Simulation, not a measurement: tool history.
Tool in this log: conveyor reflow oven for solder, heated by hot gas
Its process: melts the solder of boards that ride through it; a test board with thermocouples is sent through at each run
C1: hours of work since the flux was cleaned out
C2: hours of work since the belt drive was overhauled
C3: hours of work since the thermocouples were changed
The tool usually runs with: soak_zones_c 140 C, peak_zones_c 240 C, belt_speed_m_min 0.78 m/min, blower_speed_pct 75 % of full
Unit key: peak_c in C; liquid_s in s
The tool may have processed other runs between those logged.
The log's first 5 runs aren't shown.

run 6 hour=31.1 | soak_zones_c=140 peak_zones_c=244 belt_speed_m_min=0.78 blower_speed_pct=75 | C1=94 C2=125 C3=281 | peak_c=224.3 liquid_s=37.65
run 7 hour=35.6 | soak_zones_c=140 peak_zones_c=244 belt_speed_m_min=0.78 blower_speed_pct=75 | C1=97 C2=128 C3=284 | peak_c=224.1 liquid_s=37.64
run 8 hour=43.7 | soak_zones_c=140 peak_zones_c=244 belt_speed_m_min=0.78 blower_speed_pct=75 | C1=102 C2=134 C3=290 | peak_c=224.2 liquid_s=37.61
run 9 hour=49.5 | soak_zones_c=140 peak_zones_c=244 belt_speed_m_min=0.78 blower_speed_pct=75 | C1=106 C2=138 C3=294 | peak_c=224.2 liquid_s=37.63
run 10 hour=54.5 | soak_zones_c=140 peak_zones_c=240 belt_speed_m_min=0.78 blower_speed_pct=52 | C1=110 C2=141 C3=297 | peak_c=212.1 liquid_s=30.97
run 11 hour=58.7 | soak_zones_c=140 peak_zones_c=240 belt_speed_m_min=0.78 blower_speed_pct=52 | C1=113 C2=144 C3=300 | peak_c=212.2 liquid_s=31.02
run 12 hour=65.3 | soak_zones_c=140 peak_zones_c=240 belt_speed_m_min=0.78 blower_speed_pct=52 | C1=117 C2=149 C3=305 | peak_c=211.9 liquid_s=30.94
run 13 hour=73.7 | soak_zones_c=140 peak_zones_c=240 belt_speed_m_min=0.78 blower_speed_pct=52 | C1=123 C2=154 C3=310 | peak_c=212 liquid_s=31.03
run 14 hour=78.7 | soak_zones_c=140 peak_zones_c=240 belt_speed_m_min=0.78 blower_speed_pct=52 | C1=126 C2=158 C3=314 | peak_c=211.9 liquid_s=30.94
run 15 hour=83.2 | soak_zones_c=140 peak_zones_c=240 belt_speed_m_min=0.78 blower_speed_pct=52 | C1=130 C2=161 C3=317 | peak_c=212.1 liquid_s=30.9
run 16 hour=88.5 | soak_zones_c=140 peak_zones_c=240 belt_speed_m_min=0.78 blower_speed_pct=52 | C1=133 C2=165 C3=321 | peak_c=212 liquid_s=30.96
run 17 hour=93.1 | soak_zones_c=126 peak_zones_c=242 belt_speed_m_min=0.766 blower_speed_pct=88 | C1=136 C2=168 C3=324 | peak_c=224 liquid_s=35.9
run 18 hour=100.6 | soak_zones_c=126 peak_zones_c=251 belt_speed_m_min=0.766 blower_speed_pct=53 | C1=141 C2=173 C3=329 | peak_c=218.4 liquid_s=32.49
run 19 hour=104.9 | soak_zones_c=128 peak_zones_c=253 belt_speed_m_min=0.78 blower_speed_pct=60 | C1=144 C2=176 C3=332 | peak_c=223.4 liquid_s=34.66
run 20 hour=112.1 | soak_zones_c=146 peak_zones_c=253 belt_speed_m_min=0.722 blower_speed_pct=59 | C1=149 C2=181 C3=337 | peak_c=230.4 liquid_s=44.57
-- hour=122.9 flux residue cleaned out of gas plates and filters
run 21 hour=123.7 | soak_zones_c=146 peak_zones_c=253 belt_speed_m_min=0.647 blower_speed_pct=70 | C1=1 C2=185 C3=341 | peak_c=237.8 liquid_s=52.45
run 22 hour=132.2 | soak_zones_c=131 peak_zones_c=240 belt_speed_m_min=0.78 blower_speed_pct=75 | C1=6 C2=191 C3=347 | peak_c=218.9 liquid_s=33.59
run 23 hour=137.2 | soak_zones_c=140 peak_zones_c=240 belt_speed_m_min=0.78 blower_speed_pct=73 | C1=10 C2=194 C3=350 | peak_c=220.2 liquid_s=35.98
run 24 hour=141.8 | soak_zones_c=140 peak_zones_c=242 belt_speed_m_min=0.78 blower_speed_pct=75 | C1=13 C2=198 C3=354 | peak_c=222.5 liquid_s=36.91
run 25 hour=150.1 | soak_zones_c=154 peak_zones_c=240 belt_speed_m_min=0.679 blower_speed_pct=85 | C1=19 C2=203 C3=359 | peak_c=229.3 liquid_s=49.29
run 26 hour=153.8 | soak_zones_c=143 peak_zones_c=241 belt_speed_m_min=0.78 blower_speed_pct=75 | C1=21 C2=206 C3=362 | peak_c=222.2 liquid_s=37.52
run 27 hour=158.9 | soak_zones_c=149 peak_zones_c=240 belt_speed_m_min=0.78 blower_speed_pct=52 | C1=25 C2=209 C3=365 | peak_c=214.6 liquid_s=34.58
run 28 hour=165.9 | soak_zones_c=142 peak_zones_c=249 belt_speed_m_min=0.904 blower_speed_pct=76 | C1=29 C2=214 C3=370 | peak_c=223.4 liquid_s=32.29
run 29 hour=172.9 | soak_zones_c=140 peak_zones_c=240 belt_speed_m_min=0.78 blower_speed_pct=60 | C1=34 C2=219 C3=375 | peak_c=215.5 liquid_s=33.38
run 30 hour=177.5 | soak_zones_c=147 peak_zones_c=240 belt_speed_m_min=0.78 blower_speed_pct=51 | C1=37 C2=222 C3=378 | peak_c=213.5 liquid_s=33.46

3 ways to go on from here, each from the tool as it stands after run 30. What would each give?
run A hour=186.3 | soak_zones_c=129 peak_zones_c=240 belt_speed_m_min=0.78 blower_speed_pct=51 | C1=43 C2=228 C3=384 | peak_c=? liquid_s=?
run B hour=186.3 | soak_zones_c=147 peak_zones_c=240 belt_speed_m_min=0.78 blower_speed_pct=58 | C1=43 C2=228 C3=384 | peak_c=? liquid_s=?
run C hour=186.3 | soak_zones_c=144 peak_zones_c=240 belt_speed_m_min=0.78 blower_speed_pct=75 | C1=43 C2=228 C3=384 | peak_c=? liquid_s=?

run=A peak_c=208.4 liquid_s=26.56
run=B peak_c=216.6 liquid_s=35.35
run=C peak_c=221.6 liquid_s=37.47
With the hidden condition removed and each run's random variation left untouched, the same runs would have given:
run=A peak_c=208.4 liquid_s=26.56
run=B peak_c=216.6 liquid_s=35.35
run=C peak_c=221.6 liquid_s=37.48
